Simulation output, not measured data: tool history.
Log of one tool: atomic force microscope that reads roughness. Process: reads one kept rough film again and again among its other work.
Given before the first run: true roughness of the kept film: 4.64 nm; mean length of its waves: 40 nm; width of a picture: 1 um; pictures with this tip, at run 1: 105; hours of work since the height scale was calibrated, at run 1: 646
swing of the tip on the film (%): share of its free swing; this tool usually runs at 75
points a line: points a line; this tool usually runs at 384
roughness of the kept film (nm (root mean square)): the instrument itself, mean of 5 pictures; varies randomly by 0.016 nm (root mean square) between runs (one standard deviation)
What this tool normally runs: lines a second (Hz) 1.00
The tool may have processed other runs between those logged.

run     day  lines a second (Hz)  swing of the tip on the film (%)  points a line  pictures with this tip  hours of work since the height scale was calibrated  roughness of the kept film (nm (root mean square))
  1   0.000                 1.00                                75            384                     105                                                  646                                               3.568
  2   0.833                 1.00                                75            384                     137                                                  662                                               3.487
  3   1.621                 1.00                                75            384                     166                                                  677                                               3.421
  4   2.496                 1.00                                75            384                     200                                                  694                                               3.340
  5   2.879                 1.00                                75            257                     214                                                  701                                               3.268
  6   3.238                 1.00                                75            257                     228                                                  708                                               3.221
  7   3.692                 1.00                                75            257                     245                                                  717                                               3.193
  8   4.279                 1.00                                75            384                     267                                                  728                                               3.177
      4.388  -- height scale calibrated on a step standard
  9   4.771                 1.00                                75            384                     284                                                    7                                               3.126
 10   5.654                 1.00                                75            384                     318                                                   24                                               3.065
 11   6.388                 1.00                                75            384                     345                                                   38                                               3.006
      6.904  -- new tip fitted
 12   7.267                 1.00                                75            384                      14                                                   55                                               3.877
 13   7.762                 1.00                                75            384                      33                                                   64                                               3.854
      8.500  -- height scale calibrated on a step standard, once more
 14   8.629                 1.00                                66            384                      64                                                    2                                               3.752
 15   9.346                 1.73                                63            311                      91                                                   16                                               3.629
 16  10.175                 3.82                                77            807                     123                                                   32                                               3.048
 17  10.546                 2.22                                86            935                     137                                                   39                                               3.073
 18  11.325                 1.00                                88            384                     166                                                   54                                               3.262
 19  11.754                 2.62                                88            384                     182                                                   62                                               2.798
 20  12.408                 2.62                                88            384                     207                                                   75                                               2.770
 21  13.079                 2.62                                88            384                     233                                                   88                                               2.688
 22  13.800                 1.39                                88            653                     260                                                  102                                               2.954
 23  14.554                 1.12                                60            653                     288                                                  116                                               3.215

What if the next run were any one of these 5? Each begins from the tool's condition after run 23:
  A  15.212                 1.55                                73            653                     313                                                  129                                                   ?
  B  15.212                 1.62                                58            397                     313                                                  129                                                   ?
  C  15.212                 1.00                                60            329                     313                                                  129                                                   ?
  D  15.212                 1.68                                58            384                     313                                                  129                                                   ?
  E  15.212                 3.71                                65            565                     313                                                  129                                                   ?

run  roughness of the kept film (nm (root mean square))
  A                                               3.021
  B                                               3.126
  C                                               3.158
  D                                               3.136
  E                                               2.908
Without the tool's hidden state the same runs would have given:
run  roughness of the kept film (nm (root mean square))
  A                                               3.869
  B                                               4.003
  C                                               4.044
  D                                               4.016
  E                                               3.723
